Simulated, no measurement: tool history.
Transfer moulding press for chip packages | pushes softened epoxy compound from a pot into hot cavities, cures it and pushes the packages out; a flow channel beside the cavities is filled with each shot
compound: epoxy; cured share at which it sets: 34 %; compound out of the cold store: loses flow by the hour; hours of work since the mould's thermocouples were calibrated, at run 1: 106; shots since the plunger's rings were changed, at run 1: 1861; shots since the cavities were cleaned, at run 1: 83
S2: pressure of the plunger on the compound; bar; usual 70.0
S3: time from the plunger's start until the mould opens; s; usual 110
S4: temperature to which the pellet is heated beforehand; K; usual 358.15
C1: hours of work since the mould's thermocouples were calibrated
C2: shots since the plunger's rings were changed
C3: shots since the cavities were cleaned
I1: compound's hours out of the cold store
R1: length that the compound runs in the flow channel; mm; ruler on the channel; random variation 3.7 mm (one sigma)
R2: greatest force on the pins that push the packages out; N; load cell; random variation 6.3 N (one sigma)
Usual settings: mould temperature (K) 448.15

run 1 hour=0.0 | mould_temperature_(K)=448.15 S2=70.0 S3=110 S4=358.15 | C1=106 C2=1861 C3=83 | I1=30.5 | R1=850 R2=288
run 2 hour=20.0 | mould_temperature_(K)=448.15 S2=70.0 S3=110 S4=358.15 | C1=115 C2=2020 C3=242 | I1=9.6 | R1=958 R2=386
run 3 hour=44.3 | mould_temperature_(K)=448.15 S2=70.0 S3=110 S4=358.15 | C1=126 C2=2213 C3=435 | I1=39.7 | R1=796 R2=400
run 4 hour=63.2 | mould_temperature_(K)=448.15 S2=70.0 S3=110 S4=361.15 | C1=134 C2=2364 C3=586 | I1=18.0 | R1=901 R2=443
run 5 hour=76.0 | mould_temperature_(K)=448.15 S2=70.0 S3=110 S4=361.15 | C1=140 C2=2466 C3=688 | I1=26.8 | R1=862 R2=426
run 6 hour=88.5 | mould_temperature_(K)=448.15 S2=70.0 S3=110 S4=361.15 | C1=146 C2=2566 C3=788 | I1=25.3 | R1=862 R2=460
run 7 hour=103.2 | mould_temperature_(K)=448.15 S2=70.0 S3=90 S4=358.15 | C1=152 C2=2682 C3=904 | I1=44.1 | R1=776 R2=637
-- hour=120.6 cavities cleaned with cleaning compound and waxed
run 8 hour=121.5 | mould_temperature_(K)=448.15 S2=70.0 S3=90 S4=358.15 | C1=160 C2=2817 C3=8 | I1=31.5 | R1=830 R2=852
run 9 hour=139.7 | mould_temperature_(K)=448.15 S2=70.0 S3=90 S4=358.15 | C1=168 C2=2962 C3=153 | I1=21.7 | R1=879 R2=833
run 10 hour=161.6 | mould_temperature_(K)=448.15 S2=70.0 S3=90 S4=358.15 | C1=178 C2=3136 C3=327 | I1=12.2 | R1=926 R2=823
-- hour=166.7 cavities cleaned with cleaning compound and waxed, once more
run 11 hour=179.2 | mould_temperature_(K)=448.15 S2=70.0 S3=90 S4=358.15 | C1=185 C2=3264 C3=99 | I1=30.3 | R1=829 R2=437
run 12 hour=204.4 | mould_temperature_(K)=448.15 S2=57.5 S3=90 S4=358.15 | C1=197 C2=3465 C3=300 | I1=42.0 | R1=705 R2=517
run 13 hour=227.4 | mould_temperature_(K)=448.15 S2=86.3 S3=110 S4=358.15 | C1=207 C2=3648 C3=483 | I1=29.3 | R1=927 R2=436
run 14 hour=247.3 | mould_temperature_(K)=448.15 S2=86.3 S3=110 S4=358.15 | C1=216 C2=3806 C3=641 | I1=22.0 | R1=963 R2=470
run 15 hour=271.3 | mould_temperature_(K)=450.15 S2=81.8 S3=94 S4=351.15 | C1=227 C2=3997 C3=832 | I1=36.0 | R1=860 R2=524
run 16 hour=288.0 | mould_temperature_(K)=445.15 S2=52.3 S3=94 S4=358.15 | C1=235 C2=4130 C3=965 | I1=14.4 | R1=797 R2=816
-- hour=299.3 cavities cleaned with cleaning compound and waxed
run 17 hour=307.4 | mould_temperature_(K)=445.15 S2=52.3 S3=94 S4=358.15 | C1=243 C2=4273 C3=64 | I1=10.9 | R1=806 R2=528
run 18 hour=318.5 | mould_temperature_(K)=442.15 S2=66.2 S3=105 S4=358.15 | C1=248 C2=4361 C3=152 | I1=47.8 | R1=739 R2=521
run 19 hour=333.7 | mould_temperature_(K)=454.15 S2=85.8 S3=105 S4=356.15 | C1=255 C2=4482 C3=273 | I1=32.9 | R1=882 R2=330

Run 20 comes next. What will it give?
run 20 hour=356.3 | mould_temperature_(K)=441.15 S2=62.8 S3=106 S4=356.15 | C1=265 C2=4662 C3=453 | I1=15.9 | R1=? R2=?

Run 20 gave R1 879 mm, R2 774 N.
Without the tool's hidden state the same run would have given R1 926 mm, R2 436 N.
